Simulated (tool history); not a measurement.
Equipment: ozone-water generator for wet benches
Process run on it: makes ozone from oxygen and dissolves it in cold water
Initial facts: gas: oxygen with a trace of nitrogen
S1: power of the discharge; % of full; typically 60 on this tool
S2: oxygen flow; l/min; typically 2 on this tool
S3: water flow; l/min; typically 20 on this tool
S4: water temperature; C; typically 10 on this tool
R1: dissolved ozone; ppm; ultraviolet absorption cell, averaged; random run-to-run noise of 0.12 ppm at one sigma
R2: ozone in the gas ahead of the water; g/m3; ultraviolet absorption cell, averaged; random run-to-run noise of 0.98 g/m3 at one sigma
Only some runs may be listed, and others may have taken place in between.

Run 1, day 0: usual settings. Result: R1 11.3 ppm, R2 167.4 g/m3.
Run 2, day 0.783: usual settings. Result: R1 11.2 ppm, R2 166.5 g/m3.
Run 3, day 1.45: usual settings. Result: R1 11.3 ppm, R2 166.9 g/m3.
Run 4, day 2.533: usual settings but S2 1.73 l/min. Result: R1 10.6 ppm, R2 175.8 g/m3.
Run 5, day 3.258: usual settings but S2 1.73 l/min. Result: R1 10.7 ppm, R2 176.6 g/m3.
Run 6, day 4.496: usual settings. Result: R1 11.2 ppm, R2 166.4 g/m3.
Run 7, day 5.333: usual settings but S1 40 % of full, S2 1.39 l/min, S3 24 l/min, S4 17 C. Result: R1 5.3 ppm, R2 132.4 g/m3.
Run 8, day 6.354: usual settings but S1 61 % of full, S2 1.14 l/min. Result: R1 8.6 ppm, R2 206.6 g/m3.
Run 9, day 7.496: usual settings but S1 61 % of full, S2 1.14 l/min. Result: R1 8.6 ppm, R2 205.3 g/m3.
Run 10, day 8.154: usual settings but S1 44 % of full, S2 2.75 l/min, S4 12 C. Result: R1 9.6 ppm, R2 114.7 g/m3.
Run 11, day 9.442: usual settings but S1 44 % of full, S2 2.75 l/min, S3 14 l/min, S4 9 C. Result: R1 13.8 ppm, R2 114.8 g/m3.

For some of the steps in R2 from one run to the next: how much would appear even if the tool had no hidden state, given the settings, what came in and random variation, and how much remains for the hidden state plus any gauge scatter that the measured result and the result without hidden state don't share?
Hidden state at play: yield of the discharge, % of new electrodes'; contactor's efficiency, % of a clean one's; true water temperature over the reading, C; drift of the gauge itself on ozone_ppm, %; drift of the gauge itself on gas_g_m3, %.
Run 9 -> 10: S1 61 -> 44, S2 1.14 -> 2.75, S4 10 -> 12. R2 -90.6 g/m3: hidden state +2.3, all else -92.9.
